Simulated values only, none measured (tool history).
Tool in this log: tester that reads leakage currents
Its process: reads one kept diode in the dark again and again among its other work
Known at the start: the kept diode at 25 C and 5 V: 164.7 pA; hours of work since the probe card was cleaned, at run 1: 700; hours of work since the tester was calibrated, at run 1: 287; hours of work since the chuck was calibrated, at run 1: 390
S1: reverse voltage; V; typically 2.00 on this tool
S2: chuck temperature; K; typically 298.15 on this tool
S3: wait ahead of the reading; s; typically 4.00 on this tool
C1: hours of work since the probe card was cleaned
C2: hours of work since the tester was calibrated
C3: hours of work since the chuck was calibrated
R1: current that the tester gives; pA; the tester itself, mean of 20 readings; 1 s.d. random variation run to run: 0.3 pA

run	day	S1	S2	S3	C1	C2	C3	R1
1	0.000	2.00	298.15	4.00	700	287	390	102.60
2	1.879	2.00	298.15	4.00	731	318	421	102.84
3	3.479	1.63	298.15	4.00	757	344	447	91.34
4	4.933	1.63	298.15	4.00	781	367	471	91.87
5	6.962	2.00	298.15	0.74	814	401	504	104.13
6	9.054	8.60	298.15	4.00	848	435	538	242.23
7	10.200	2.00	293.15	4.00	867	453	557	67.15
8	11.329	2.00	295.15	4.00	885	472	575	81.01
9	12.746	2.00	298.15	4.00	908	495	598	105.24
10	14.212	2.00	298.15	4.00	932	519	622	105.14
11	16.400	2.00	298.15	4.00	968	554	658	105.34
12	17.433	2.00	298.15	0.55	985	571	675	106.85
13	19.204	2.00	298.15	0.55	1013	600	703	106.85
14	20.575	2.00	298.15	0.55	1036	623	726	107.35
15	21.633	2.00	298.15	0.55	1053	640	743	107.42
16	23.717	2.00	298.15	0.55	1087	674	777	107.99
# day 24.950: chuck's temperature calibrated
17	25.204	2.00	298.15	0.55	1110	697	4	102.47
18	26.821	2.00	331.15	4.00	1136	723	31	1439.44
19	29.142	3.34	294.15	0.55	1174	761	68	99.02
20	30.100	5.50	294.15	1.98	1190	777	84	132.67
21	32.038	2.00	324.15	2.65	1221	808	116	862.71
22	34.312	2.41	310.15	1.52	1258	845	153	317.16
23	36.054	1.99	318.15	0.94	1287	874	181	543.21
24	37.875	14.88	303.15	5.87	1317	903	211	510.43
25	39.492	1.09	311.15	4.36	1343	930	237	220.13
26	41.325	2.00	300.15	9.07	1373	960	267	124.17
27	42.721	2.00	300.15	9.07	1396	982	290	124.35
28	44.012	1.53	297.15	9.89	1417	1004	311	82.12
29	46.154	1.59	312.15	0.36	1452	1038	346	302.09
# day 47.104: probe card cleaned and baked
30	47.962	1.34	330.15	4.01	14	1066	373	1089.91
31	49.083	1.21	293.15	2.33	32	1084	392	48.20
32	50.396	1.21	293.15	1.12	54	1106	413	48.31
33	52.483	2.00	297.15	3.53	88	1140	447	92.85
34	53.775	2.00	297.15	3.53	109	1161	468	92.99
35	55.750	2.00	297.15	3.53	141	1193	500	93.10

Some steps in R1 between neighbouring runs. How much of each would the tool show without its hidden state too (settings, what came in, random variation), and how much is left for the hidden state, with any gauge scatter that isn't in both results?
Unlogged tool condition in this case: stray current of the dirty probe card, pA a volt; current scale over the true one, %; true chuck temperature over the reading, C; drift of the gauge itself on leakage_pa, %.
Run 17 -> 18: S2 298.15 -> 331.15, S3 0.55 -> 4.00. R1 +1336.97 pA: hidden state -8.19, all else +1345.16.
Run 18 -> 19: S1 2.00 -> 3.34, S2 331.15 -> 294.15, S3 4.00 -> 0.55. R1 -1340.42 pA: hidden state +11.79, all else -1352.21.
Run 23 -> 24: S1 1.99 -> 14.88, S2 318.15 -> 303.15, S3 0.94 -> 5.87. R1 -32.78 pA: hidden state +31.29, all else -64.07.
Run 24 -> 25: S1 14.88 -> 1.09, S2 303.15 -> 311.15, S3 5.87 -> 4.36. R1 -290.30 pA: hidden state -33.36, all else -256.94.
Run 30 -> 31: S1 1.34 -> 1.21, S2 330.15 -> 293.15, S3 4.01 -> 2.33. R1 -1041.71 pA: hidden state -15.72, all else -1025.99.
